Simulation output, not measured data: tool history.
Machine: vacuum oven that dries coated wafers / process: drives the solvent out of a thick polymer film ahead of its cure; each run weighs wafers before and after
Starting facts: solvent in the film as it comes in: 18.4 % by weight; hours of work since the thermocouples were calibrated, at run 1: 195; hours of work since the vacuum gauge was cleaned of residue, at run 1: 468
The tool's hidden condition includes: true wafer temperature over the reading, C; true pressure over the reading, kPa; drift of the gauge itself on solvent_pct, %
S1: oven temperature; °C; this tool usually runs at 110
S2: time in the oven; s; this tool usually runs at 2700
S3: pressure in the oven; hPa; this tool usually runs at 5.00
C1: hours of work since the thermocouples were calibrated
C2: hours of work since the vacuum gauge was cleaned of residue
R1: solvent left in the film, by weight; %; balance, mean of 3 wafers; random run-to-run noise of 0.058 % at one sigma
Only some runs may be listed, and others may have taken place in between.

run 1 hour=0.0 | S1=110 S2=2700 S3=5.00 | C1=195 C2=468 | R1=3.35
run 2 hour=12.1 | S1=110 S2=2700 S3=5.00 | C1=201 C2=474 | R1=3.37
run 3 hour=20.2 | S1=110 S2=1500 S3=5.00 | C1=205 C2=478 | R1=6.33
run 4 hour=30.7 | S1=110 S2=1500 S3=5.00 | C1=210 C2=484 | R1=6.16
run 5 hour=46.3 | S1=110 S2=1500 S3=5.00 | C1=218 C2=491 | R1=6.36
run 6 hour=53.3 | S1=110 S2=2700 S3=5.00 | C1=221 C2=495 | R1=3.29
run 7 hour=64.8 | S1=110 S2=2700 S3=5.00 | C1=227 C2=500 | R1=3.22
run 8 hour=73.6 | S1=110 S2=2700 S3=5.00 | C1=231 C2=505 | R1=3.21
run 9 hour=85.9 | S1=110 S2=2700 S3=5.00 | C1=237 C2=511 | R1=3.37
run 10 hour=94.9 | S1=105 S2=2700 S3=5.00 | C1=242 C2=515 | R1=4.88
run 11 hour=106.8 | S1=105 S2=2700 S3=5.00 | C1=247 C2=521 | R1=4.93
run 12 hour=119.4 | S1=105 S2=2700 S3=5.00 | C1=254 C2=527 | R1=4.94
run 13 hour=128.8 | S1=105 S2=2700 S3=5.00 | C1=258 C2=532 | R1=4.80
run 14 hour=141.9 | S1=122 S2=2040 S3=6.41 | C1=265 C2=538 | R1=1.54
run 15 hour=153.2 | S1=122 S2=2040 S3=6.41 | C1=270 C2=544 | R1=1.54
run 16 hour=161.6 | S1=96 S2=2040 S3=6.41 | C1=274 C2=548 | R1=9.49
run 17 hour=173.6 | S1=110 S2=4080 S3=5.00 | C1=280 C2=554 | R1=1.80
run 18 hour=188.7 | S1=102 S2=3420 S3=4.58 | C1=288 C2=561 | R1=4.67
run 19 hour=204.1 | S1=100 S2=3420 S3=4.58 | C1=295 C2=569 | R1=5.30
run 20 hour=220.6 | S1=100 S2=3420 S3=4.58 | C1=303 C2=577 | R1=5.43
run 21 hour=230.1 | S1=112 S2=1800 S3=15.17 | C1=308 C2=582 | R1=5.28
run 22 hour=239.8 | S1=120 S2=1620 S3=15.83 | C1=313 C2=587 | R1=3.20
run 23 hour=256.0 | S1=114 S2=2700 S3=16.50 | C1=321 C2=595 | R1=2.94
run 24 hour=267.9 | S1=114 S2=4140 S3=2.86 | C1=327 C2=600 | R1=0.83

Each row is a separate what-if for the run after 24, all from the same tool condition, not one after another. Results?
run A hour=281.3 | S1=114 S2=2580 S3=8.80 | C1=333 C2=607 | R1=?
run B hour=281.3 | S1=110 S2=2580 S3=19.14 | C1=333 C2=607 | R1=?
run C hour=281.3 | S1=114 S2=4140 S3=3.56 | C1=333 C2=607 | R1=?

run=A R1=2.61
run=B R1=4.41
run=C R1=0.88
The same runs, with their run-to-run variation unchanged, on a tool lacking any hidden condition would have given:
run=A R1=2.67
run=B R1=4.50
run=C R1=0.86
